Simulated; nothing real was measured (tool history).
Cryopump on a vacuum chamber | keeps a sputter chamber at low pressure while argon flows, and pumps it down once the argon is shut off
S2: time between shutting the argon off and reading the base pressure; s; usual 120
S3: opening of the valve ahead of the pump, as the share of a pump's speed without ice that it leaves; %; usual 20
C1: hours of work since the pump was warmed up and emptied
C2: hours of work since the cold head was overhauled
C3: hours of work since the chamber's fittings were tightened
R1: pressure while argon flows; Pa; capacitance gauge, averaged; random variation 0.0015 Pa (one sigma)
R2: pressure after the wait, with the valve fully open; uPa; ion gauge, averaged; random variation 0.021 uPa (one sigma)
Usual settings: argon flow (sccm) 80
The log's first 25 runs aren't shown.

run 26 hour=1528.7 | argon_flow_(sccm)=86 S2=23 S3=21 | C1=105 C2=1100 C3=3252 | R1=0.3788 R2=1.83
run 27 hour=1586.2 | argon_flow_(sccm)=86 S2=23 S3=21 | C1=144 C2=1139 C3=3291 | R1=0.3825 R2=1.93
run 28 hour=1627.9 | argon_flow_(sccm)=51 S2=120 S3=48 | C1=173 C2=1167 C3=3319 | R1=0.1031 R2=1.13
run 29 hour=1684.5 | argon_flow_(sccm)=51 S2=120 S3=48 | C1=211 C2=1205 C3=3358 | R1=0.1036 R2=1.13
run 30 hour=1722.2 | argon_flow_(sccm)=80 S2=38 S3=36 | C1=237 C2=1231 C3=3383 | R1=0.2163 R2=1.58
run 31 hour=1759.4 | argon_flow_(sccm)=145 S2=120 S3=20 | C1=262 C2=1256 C3=3408 | R1=0.6869 R2=1.20
run 32 hour=1815.0 | argon_flow_(sccm)=145 S2=120 S3=20 | C1=300 C2=1294 C3=3446 | R1=0.6829 R2=1.21
run 33 hour=1869.5 | argon_flow_(sccm)=141 S2=20 S3=28 | C1=337 C2=1331 C3=3483 | R1=0.4871 R2=2.14
run 34 hour=1955.1 | argon_flow_(sccm)=80 S2=120 S3=33 | C1=395 C2=1389 C3=3541 | R1=0.2452 R2=1.34

3 ways to go on from here, each from the tool as it stands after run 34. What would each give?
run A hour=2007.6 | argon_flow_(sccm)=80 S2=34 S3=33 | C1=430 C2=1425 C3=3577 | R1=? R2=?
run B hour=2007.6 | argon_flow_(sccm)=85 S2=62 S3=33 | C1=430 C2=1425 C3=3577 | R1=? R2=?
run C hour=2007.6 | argon_flow_(sccm)=80 S2=44 S3=33 | C1=430 C2=1425 C3=3577 | R1=? R2=?

run=A R1=0.2455 R2=1.78
run=B R1=0.2609 R2=1.45
run=C R1=0.2479 R2=1.72
Without the tool's hidden state the same runs would have given:
run=A R1=0.2191 R2=0.76
run=B R1=0.2328 R2=0.44
run=C R1=0.2213 R2=0.68

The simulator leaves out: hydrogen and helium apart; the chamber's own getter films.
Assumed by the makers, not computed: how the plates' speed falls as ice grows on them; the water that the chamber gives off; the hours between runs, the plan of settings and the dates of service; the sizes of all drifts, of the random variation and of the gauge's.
